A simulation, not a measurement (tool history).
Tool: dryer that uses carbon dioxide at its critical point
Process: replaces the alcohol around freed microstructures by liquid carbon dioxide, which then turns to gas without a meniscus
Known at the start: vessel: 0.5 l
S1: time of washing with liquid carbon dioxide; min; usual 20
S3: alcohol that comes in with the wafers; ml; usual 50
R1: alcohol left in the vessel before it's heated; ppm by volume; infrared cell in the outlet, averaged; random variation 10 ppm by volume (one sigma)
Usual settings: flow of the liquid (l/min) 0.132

run 1 hour=0 | S1=20 flow_of_the_liquid_(l/min)=0.132 S3=50 | R1=677
run 2 hour=58.4 | S1=20 flow_of_the_liquid_(l/min)=0.132 S3=50 | R1=743
run 3 hour=97.5 | S1=20 flow_of_the_liquid_(l/min)=0.132 S3=50 | R1=786
run 4 hour=138 | S1=20 flow_of_the_liquid_(l/min)=0.132 S3=82 | R1=1288
run 5 hour=164.2 | S1=20 flow_of_the_liquid_(l/min)=0.132 S3=82 | R1=1295
run 6 hour=203.9 | S1=20 flow_of_the_liquid_(l/min)=0.132 S3=82 | R1=1438
run 7 hour=251.3 | S1=20 flow_of_the_liquid_(l/min)=0.145 S3=40 | R1=529
run 8 hour=289.9 | S1=15 flow_of_the_liquid_(l/min)=0.132 S3=47 | R1=2834
run 9 hour=335.4 | S1=20 flow_of_the_liquid_(l/min)=0.196 S3=45 | R1=215
run 10 hour=372.3 | S1=24 flow_of_the_liquid_(l/min)=0.096 S3=67 | R1=2346

Forecast each of these 5 alternatives for the next run:
run A hour=428.8 | S1=17 flow_of_the_liquid_(l/min)=0.095 S3=85 | R1=?
run B hour=428.8 | S1=24 flow_of_the_liquid_(l/min)=0.208 S3=58 | R1=?
run C hour=428.8 | S1=24 flow_of_the_liquid_(l/min)=0.102 S3=31 | R1=?
run D hour=428.8 | S1=30 flow_of_the_liquid_(l/min)=0.182 S3=38 | R1=?
run E hour=428.8 | S1=28 flow_of_the_liquid_(l/min)=0.196 S3=20 | R1=?

run=A R1=10190
run=B R1=150
run=C R1=1003
run=D R1=166
run=E R1=139
Without the tool's hidden state the same runs would have given:
run=A R1=7140
run=B R1=2
run=C R1=518
run=D R1=26
run=E R1=3
